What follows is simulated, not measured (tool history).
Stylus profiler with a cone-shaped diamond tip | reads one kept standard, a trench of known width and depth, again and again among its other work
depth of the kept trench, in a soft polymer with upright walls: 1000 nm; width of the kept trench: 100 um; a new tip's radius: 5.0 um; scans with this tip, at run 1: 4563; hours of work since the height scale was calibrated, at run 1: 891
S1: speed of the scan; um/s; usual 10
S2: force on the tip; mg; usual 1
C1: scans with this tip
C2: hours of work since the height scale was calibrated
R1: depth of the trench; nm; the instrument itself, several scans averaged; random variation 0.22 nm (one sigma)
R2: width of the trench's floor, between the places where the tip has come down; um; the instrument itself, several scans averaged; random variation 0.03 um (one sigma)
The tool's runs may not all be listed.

run,day,S1,S2,C1,C2,R1,R2
1,0,10,1,4563,891,999.83,93.46
2,1.283,10,1,4684,914,999.44,93.42
3,2.379,10,1,4788,935,999.32,93.35
4,3.996,10,1,4941,965,999.43,93.36
5,5.583,10,1,5091,994,999.56,93.35
6,6.725,10,1,5200,1015,999.12,93.33
7,8.033,10,1,5323,1039,999.2,93.3
8,9.292,10,1,5442,1062,999.28,93.28
9,10.975,10,1,5602,1094,998.82,93.31
10,11.954,10,1,5695,1112,999.07,93.29
11,13.421,10,1,5833,1139,999.17,93.29
12,14.838,24,1,5967,1165,998.89,93.13
13,16.108,10,0.33,6088,1188,997.47,93.17
14,17.454,10,0.33,6215,1213,997.15,93.17
15,18.883,10,0.33,6350,1240,997.28,93.21
16,20.725,5,1,6525,1274,998.18,93.27
17,21.9,14,1,6636,1295,998.32,93.18
18,23.238,14,1,6763,1320,998.12,93.13
19,24.033,10,1,6838,1335,998.22,93.17
20,24.988,10,1,6928,1353,998.05,93.15
21,26.629,10,0.85,7084,1383,998.02,93.16
22,28.067,10,0.85,7220,1409,997.85,93.13
# day 28.258: height scale calibrated on a step standard
23,29.838,9,0.85,7385,29,994.91,93.13
24,30.788,11,0.53,7476,47,994.08,93.05
25,32.267,6,0.53,7615,74,994.15,93.16
26,33.671,8,1.7,7749,100,995.8,93.07
27,34.65,8,1.7,7841,118,996.04,93.14
28,36.417,39,2.64,8008,151,997.38,92.94
# day 37.092: height scale calibrated on a step standard, once more
29,37.488,7,1.69,8108,7,1004.58,93.06
30,39.133,2,0.38,8263,38,1001.74,93.14
31,40.167,3,2.51,8361,57,1005.04,93.09
32,41.446,6,1.18,8482,81,1002.99,93.07
33,43.333,6,1.18,8661,115,1002.72,93.03
34,44.217,6,1.18,8745,132,1002.78,92.99
35,45.725,6,1.18,8888,160,1002.57,93.03
36,46.9,6,1.18,8999,181,1002.66,92.97
37,48.367,13,1.18,9138,208,1002.52,92.97
38,49.471,2,1,9242,229,1002.2,93.01
39,51.062,2,1,9393,258,1002.24,93.02
40,52.167,2,1,9497,279,1002.24,92.98
41,53.596,2,1,9632,305,1002.22,92.98
42,54.788,28,0.72,9745,327,1001.19,92.77
43,55.612,10,1.37,9824,342,1002.43,92.93
44,57.467,15,0.34,9999,377,1000.44,92.79
45,58.488,15,0.34,10096,395,1000.46,92.73

Some steps in R1 between neighbouring runs. How much of each would the tool show without its hidden state too (settings, what came in, random variation), and how much is left for the hidden state, with any gauge scatter that isn't in both results?
The hidden state here: radius of the tip, um; height scale over the true one, %; drift of the gauge itself on depth_nm, %; drift of the gauge itself on floor_um, %.
Run 15 -> 16: S1 10 -> 5, S2 0.33 -> 1. R1 +0.9 nm: hidden state -0.11, all else +1.01.
Run 22 -> 23: S1 10 -> 9, height scale calibrated on a step standard. R1 -2.94 nm: hidden state -3, all else +0.06.
Run 28 -> 29: S1 39 -> 7, S2 2.64 -> 1.69, height scale calibrated on a step standard, once more. R1 +7.2 nm: hidden state +8.16, all else -0.96.
Run 30 -> 31: S1 2 -> 3, S2 0.38 -> 2.51. R1 +3.3 nm: hidden state -0.05, all else +3.35.
